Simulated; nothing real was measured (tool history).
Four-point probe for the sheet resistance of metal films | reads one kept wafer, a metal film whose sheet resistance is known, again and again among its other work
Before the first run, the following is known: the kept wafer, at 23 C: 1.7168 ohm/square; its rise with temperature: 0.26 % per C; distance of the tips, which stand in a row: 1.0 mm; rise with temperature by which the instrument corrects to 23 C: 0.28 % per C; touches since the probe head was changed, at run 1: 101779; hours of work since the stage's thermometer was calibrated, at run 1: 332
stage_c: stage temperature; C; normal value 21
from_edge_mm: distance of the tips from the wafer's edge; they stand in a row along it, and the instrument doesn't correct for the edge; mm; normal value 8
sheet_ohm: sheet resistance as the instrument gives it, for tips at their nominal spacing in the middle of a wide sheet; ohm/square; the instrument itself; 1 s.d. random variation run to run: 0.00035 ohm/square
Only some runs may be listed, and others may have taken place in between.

run    hour  stage_c  from_edge_mm  touches since the probe head was changed  hours of work since the stage's thermometer was calibrated  sheet_ohm
  1     0.0       21             8                                    101779                                                         332   1.722286
  2    73.6       19             8                                    103299                                                         379   1.723447
  3   151.1       19             8                                    104897                                                         428   1.722929
  4   264.4       19            38                                    107238                                                         501   1.709181
  5   379.9       19            38                                    109623                                                         574   1.708828
  6   439.6       30             8                                    110855                                                         612   1.717622
  7   503.6       30             8                                    112175                                                         653   1.718324
  8   601.8       30             8                                    114203                                                         716   1.717967
  9   655.2       25             4                                    115306                                                         750   1.761363
 10   760.3       18            56                                    117476                                                         817   1.708947
 11   822.1       23             7                                    118751                                                         856   1.724727
 12   877.2       23             7                                    119889                                                         891   1.725121
 13   992.5       27            15                                    122269                                                         965   1.708483
 14  1051.3       21             4                                    123484                                                        1002   1.762184
 15  1121.6       21             4                                    124935                                                        1047   1.761803

A few steps of sheet_ohm between consecutive runs. Split each: what settings, incoming material and random variation would produce without the hidden state, and what is left over for the hidden state, along with gauge scatter present in only one of the two compared results (measured, and without hidden state):
Hidden conditions of the tool in this case: inner tips' distance over the nominal, %; tips' flats over new ones', %; wafer's true temperature over the reading, C; drift of the gauge itself on sheet_ohm, %.
Run 13 -> 14: stage_c 27 -> 21, from_edge_mm 15 -> 4. sheet_ohm +0.053701 ohm/square: hidden state -0.000332, all else +0.054033.
